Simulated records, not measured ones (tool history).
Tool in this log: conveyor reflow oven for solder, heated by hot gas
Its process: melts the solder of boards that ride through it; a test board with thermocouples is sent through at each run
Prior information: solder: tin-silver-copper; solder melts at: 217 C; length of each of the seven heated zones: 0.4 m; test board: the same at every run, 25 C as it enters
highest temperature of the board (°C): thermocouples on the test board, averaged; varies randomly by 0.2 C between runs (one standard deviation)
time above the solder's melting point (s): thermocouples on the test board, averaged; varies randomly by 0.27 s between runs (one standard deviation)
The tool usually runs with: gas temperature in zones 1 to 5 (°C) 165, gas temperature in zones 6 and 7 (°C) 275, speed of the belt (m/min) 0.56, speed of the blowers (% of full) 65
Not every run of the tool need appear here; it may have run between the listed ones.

run     day  gas temperature in zones 1 to 5 (°C)  gas temperature in zones 6 and 7 (°C)  speed of the belt (m/min)  speed of the blowers (% of full)  highest temperature of the board (°C)  time above the solder's melting point (s)
  1       0                                   165                                    275                       0.56                                65                                  263.7                                       70.9
  2   0.992                                   165                                    275                       0.56                                65                                  263.8                                       70.5
  3    1.95                                   165                                    275                       0.56                                65                                  263.8                                       70.4
  4       3                                   165                                    275                       0.56                                65                                  263.4                                       70.7
  5     3.9                                   177                                    275                       0.56                                65                                    265                                       75.1
  6   4.688                                   177                                    275                       0.56                                65                                  265.3                                       75.5
  7   5.588                                   179                                    275                       0.56                                65                                  265.2                                       76.3
  8   6.612                                   161                                    275                       0.56                                65                                  263.2                                       68.9
  9   7.167                                   156                                    275                       0.56                                65                                  262.6                                         67
 10   7.692                                   156                                    275                       0.56                                65                                  262.5                                       67.1
 11   8.188                                   165                                    275                      0.488                                65                                  267.3                                       84.1
 12   8.888                                   165                                    275                      0.488                                65                                  267.2                                       84.8
 13   9.475                                   165                                    275                       0.56                                65                                  263.7                                       70.4
 14  10.358                                   165                                    275                       0.56                                65                                  263.2                                       70.4
 15  10.875                                   165                                    275                      0.551                                65                                  264.3                                       71.8
 16  11.762                                   170                                    287                       0.62                                79                                  275.4                                       70.8
 17  12.688                                   161                                    280                      0.493                                83                                  274.5                                       86.6
 18  13.712                                   170                                    275                      0.531                                65                                  265.7                                       77.1
 19  14.646                                   163                                    275                      0.462                                85                                  270.8                                       91.5
 20    15.4                                   163                                    275                      0.462                                85                                  271.1                                         92
 21  16.154                                   154                                    275                      0.462                                86                                  270.7                                       89.5
 22    16.7                                   154                                    275                      0.462                                86                                  270.7                                       89.5
 23  17.875                                   152                                    275                      0.613                                86                                  263.7                                         61
 24  18.996                                   159                                    275                      0.551                                65                                  263.5                                       70.3
 25  19.658                                   165                                    283                       0.56                                65                                  271.5                                       74.7
 26  20.421                                   166                                    289                      0.486                                77                                  283.1                                         93
 27  21.371                                   168                                    288                      0.628                                85                                    277                                         70
 28  22.233                                   165                                    286                       0.56                                72                                    276                                       76.6
 29  22.971                                   158                                    268                       0.56                                73                                  258.1                                       65.8

Here are 3 independent what-if runs from the current tool condition. What would each one return?
  A  23.912                                   177                                    268                      0.636                                73                                      ?                                          ?
  B  23.912                                   167                                    268                      0.485                                73                                      ?                                          ?
  C  23.912                                   165                                    263                      0.661                                75                                      ?                                          ?

run  highest temperature of the board (°C)  time above the solder's melting point (s)
  A                                  257.1                                         62
  B                                  261.9                                       83.5
  C                                  250.3                                       51.6
What these runs would have given with no unlogged condition in the tool:
run  highest temperature of the board (°C)  time above the solder's melting point (s)
  A                                    257                                       61.8
  B                                  261.6                                       83.1
  C                                  250.3                                       51.6

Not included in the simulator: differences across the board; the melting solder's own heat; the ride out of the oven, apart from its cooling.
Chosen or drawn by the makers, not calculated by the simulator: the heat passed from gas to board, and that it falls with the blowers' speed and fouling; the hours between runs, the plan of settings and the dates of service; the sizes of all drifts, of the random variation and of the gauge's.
